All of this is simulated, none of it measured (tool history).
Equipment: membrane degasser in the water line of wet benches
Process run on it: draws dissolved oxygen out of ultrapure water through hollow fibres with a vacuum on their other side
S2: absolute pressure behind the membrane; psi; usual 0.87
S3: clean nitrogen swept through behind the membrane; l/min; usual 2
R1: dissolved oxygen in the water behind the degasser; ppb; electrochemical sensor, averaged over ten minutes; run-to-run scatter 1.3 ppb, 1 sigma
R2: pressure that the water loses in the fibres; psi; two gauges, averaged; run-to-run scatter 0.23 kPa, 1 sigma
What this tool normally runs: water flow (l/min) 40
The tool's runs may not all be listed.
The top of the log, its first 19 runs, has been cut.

run 20 hour=2266.7 | water_flow_(l/min)=31 S2=0.87 S3=0.81 | R1=210.2 R2=6.427
run 21 hour=2408.5 | water_flow_(l/min)=25 S2=0.934 S3=2 | R1=92.9 R2=5.142
-- hour=2449.6 seals of the vacuum lines changed
run 22 hour=2560.3 | water_flow_(l/min)=25 S2=0.934 S3=2 | R1=94.7 R2=5.098
run 23 hour=2636.2 | water_flow_(l/min)=54 S2=0.941 S3=1.36 | R1=276.5 R2=11.116
-- hour=2656.9 vacuum gauge calibrated
run 24 hour=2731.5 | water_flow_(l/min)=54 S2=0.941 S3=1.36 | R1=272.9 R2=11.126
run 25 hour=2806.4 | water_flow_(l/min)=45 S2=0.87 S3=2 | R1=142.3 R2=9.262
run 26 hour=2916.6 | water_flow_(l/min)=38 S2=1.948 S3=2.14 | R1=395.4 R2=7.786
run 27 hour=3040.2 | water_flow_(l/min)=38 S2=1.948 S3=2.14 | R1=400.7 R2=7.791
run 28 hour=3187.3 | water_flow_(l/min)=38 S2=1.948 S3=2.14 | R1=399.5 R2=7.781
run 29 hour=3342.1 | water_flow_(l/min)=29 S2=1.803 S3=0.9 | R1=581 R2=5.984
run 30 hour=3494.6 | water_flow_(l/min)=30 S2=1.79 S3=0.9 | R1=595.2 R2=6.213
run 31 hour=3650.5 | water_flow_(l/min)=33 S2=1.197 S3=0.81 | R1=398.7 R2=6.759
run 32 hour=3742.6 | water_flow_(l/min)=33 S2=1.197 S3=0.81 | R1=393.2 R2=6.746

3 ways to go on from here, each from the tool as it stands after run 32. What would each give?
run A hour=3899.3 | water_flow_(l/min)=34 S2=1.197 S3=0.81 | R1=? R2=?
run B hour=3899.3 | water_flow_(l/min)=55 S2=0.87 S3=2 | R1=? R2=?
run C hour=3899.3 | water_flow_(l/min)=33 S2=1.832 S3=0.81 | R1=? R2=?

run=A R1=407.7 R2=6.963
run=B R1=184.4 R2=11.281
run=C R1=711.2 R2=6.801
Stripped of hidden state, with their random variation kept, the same runs would have yielded:
run=A R1=407.6 R2=6.957
run=B R1=184.2 R2=11.271
run=C R1=711.2 R2=6.795
